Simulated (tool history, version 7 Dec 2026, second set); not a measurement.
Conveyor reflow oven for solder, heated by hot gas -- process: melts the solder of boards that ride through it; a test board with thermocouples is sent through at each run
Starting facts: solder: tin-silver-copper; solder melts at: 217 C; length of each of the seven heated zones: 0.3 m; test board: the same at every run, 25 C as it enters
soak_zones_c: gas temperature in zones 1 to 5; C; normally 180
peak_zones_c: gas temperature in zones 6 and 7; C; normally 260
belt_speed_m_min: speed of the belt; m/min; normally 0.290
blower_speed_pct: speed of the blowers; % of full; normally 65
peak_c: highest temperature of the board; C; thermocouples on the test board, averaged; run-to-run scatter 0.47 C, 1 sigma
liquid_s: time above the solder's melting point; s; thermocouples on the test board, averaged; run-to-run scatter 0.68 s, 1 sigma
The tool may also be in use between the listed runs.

Run 1, hour 0.0: usual settings. Result: peak_c 246.0 C, liquid_s 92.6 s.
At hour 15.2: flux residue cleaned out of gas plates and filters.
Run 2, hour 35.1: usual settings. Result: peak_c 245.3 C, liquid_s 91.2 s.
Run 3, hour 55.8: usual settings but blower_speed_pct 61 % of full. Result: peak_c 244.3 C, liquid_s 89.2 s.
Run 4, hour 99.2: usual settings but soak_zones_c 178 C, blower_speed_pct 61 % of full. Result: peak_c 244.3 C, liquid_s 88.7 s.
Run 5, hour 138.3: usual settings but soak_zones_c 178 C, blower_speed_pct 61 % of full. Result: peak_c 244.1 C, liquid_s 87.8 s.
Run 6, hour 160.7: usual settings. Result: peak_c 246.2 C, liquid_s 91.4 s.
Run 7, hour 187.7: usual settings but soak_zones_c 184 C. Result: peak_c 246.2 C, liquid_s 95.3 s.
Run 8, hour 207.7: usual settings but soak_zones_c 184 C. Result: peak_c 245.2 C, liquid_s 94.7 s.
At hour 222.5: flux residue cleaned out of gas plates and filters, once more.
Run 9, hour 248.1: usual settings but soak_zones_c 184 C. Result: peak_c 247.2 C, liquid_s 96.5 s.
Run 10, hour 285.2: usual settings but soak_zones_c 184 C, belt_speed_m_min 0.329 m/min, blower_speed_pct 68 % of full. Result: peak_c 245.3 C, liquid_s 79.7 s.
Run 11, hour 303.2: usual settings but soak_zones_c 193 C, belt_speed_m_min 0.342 m/min, blower_speed_pct 54 % of full. Result: peak_c 243.2 C, liquid_s 77.8 s.
Run 12, hour 321.5: usual settings but soak_zones_c 193 C, belt_speed_m_min 0.342 m/min, blower_speed_pct 54 % of full. Result: peak_c 241.6 C, liquid_s 78.8 s.

Run 13 is up next; what results do you expect?
At hour 332.9: belt drive overhauled, speed set with a stopwatch.
Run 13, hour 356.3: usual settings but soak_zones_c 173 C, peak_zones_c 256 C, belt_speed_m_min 0.337 m/min, blower_speed_pct 79 % of full. Result: peak_c ?, liquid_s ?.

peak_c: 239.9 C
liquid_s: 66.6 s
Minus the tool's unlogged condition, the same run would have read peak_c 243.3 C, liquid_s 71.3 s.
